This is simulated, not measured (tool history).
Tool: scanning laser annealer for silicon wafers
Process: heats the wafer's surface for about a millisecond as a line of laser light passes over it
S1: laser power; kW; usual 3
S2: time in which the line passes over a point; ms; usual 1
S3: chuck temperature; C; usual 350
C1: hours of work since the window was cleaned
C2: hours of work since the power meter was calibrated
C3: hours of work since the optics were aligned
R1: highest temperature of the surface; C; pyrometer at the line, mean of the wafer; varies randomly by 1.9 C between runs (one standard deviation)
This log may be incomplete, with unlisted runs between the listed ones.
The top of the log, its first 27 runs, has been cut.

run	day	S1	S2	S3	C1	C2	C3	R1
28	85.162	2.837	1.21	338	359	3038	86	1153
29	88.888	2.58	0.71	379	405	3084	132	933
30	92.175	2.857	0.92	320	446	3125	172	1018
31	95.133	2.857	0.92	320	482	3161	209	1015
32	98.55	2.675	1.1	320	525	3204	251	1038
33	101.238	2.675	1.1	320	558	3237	285	1041
34	103.442	3.165	0.93	316	585	3264	312	1083
35	106.604	3	1.2	359	624	3303	351	1196
36	108.546	2.647	1	390	648	3327	375	1057
# day 109.096: window over the wafer cleaned
37	111.271	3.038	1	390	27	3360	408	1181
38	113.796	3.147	0.8	329	58	3391	439	1047
39	116.15	2.731	0.9	315	87	3420	468	987
40	120.104	2.561	0.9	383	136	3469	517	1016
41	123.262	2.561	0.9	383	175	3509	556	1010
42	126.371	2.561	0.9	383	214	3547	595	1009

Consider 3 possible next runs. They are alternatives, not a sequence: every one starts from the tool as it was left by run 42. What does each give?
A	128.246	2.561	1.1	362	237	3570	618	?
B	128.246	2.561	0.73	383	237	3570	618	?
C	128.246	2.81	0.93	374	237	3570	618	?

run	R1
A	1064
B	939
C	1069
The same runs, with their run-to-run variation unchanged, on a tool lacking any hidden condition would have given:
run	R1
A	1101
B	969
C	1106
